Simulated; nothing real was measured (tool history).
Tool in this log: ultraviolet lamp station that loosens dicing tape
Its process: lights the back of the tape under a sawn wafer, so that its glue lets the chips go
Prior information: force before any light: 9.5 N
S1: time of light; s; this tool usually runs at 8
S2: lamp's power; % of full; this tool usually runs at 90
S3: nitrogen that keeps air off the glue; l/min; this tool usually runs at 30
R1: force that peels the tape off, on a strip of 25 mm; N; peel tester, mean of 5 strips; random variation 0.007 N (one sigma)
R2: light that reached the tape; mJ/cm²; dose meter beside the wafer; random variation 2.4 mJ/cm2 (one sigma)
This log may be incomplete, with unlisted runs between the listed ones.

run	hour	S1	S2	S3	R1	R2
1	0.0	8	90	30	0.333	242
2	9.4	8	90	30	0.338	232
3	19.6	8	90	30	0.344	238
4	32.3	8	90	21	0.426	240
5	45.4	8	90	21	0.440	236
6	52.3	13	90	21	0.123	385
7	62.5	13	90	21	0.128	387
8	72.9	13	90	21	0.136	380
9	83.3	13	90	21	0.125	387
10	95.5	13	90	47	0.100	380
11	106.7	8	90	30	0.361	236
12	120.0	9	90	30	0.247	263
13	125.7	14	70	15	0.247	318
14	137.2	14	70	15	0.252	315
15	143.6	14	70	15	0.254	317
16	151.8	4	89	42	1.529	118
17	159.3	7	99	11	0.790	223
18	165.3	8	78	55	0.389	202
19	175.6	8	66	10	1.496	172
20	188.8	8	72	36	0.591	184
21	198.6	15	72	36	0.119	348
22	210.6	9	78	54	0.293	223

3 options for the next run, each taken on its own from the tool as it stands now. Forecast them:
A	219.6	11	98	54	?	?
B	219.6	8	90	28	?	?
C	219.6	7	90	30	?	?

run	R1	R2
A	0.117	344
B	0.407	226
C	0.558	202
Without the tool's hidden state the same runs would have given:
run	R1	R2
A	0.098	404
B	0.262	266
C	0.366	237
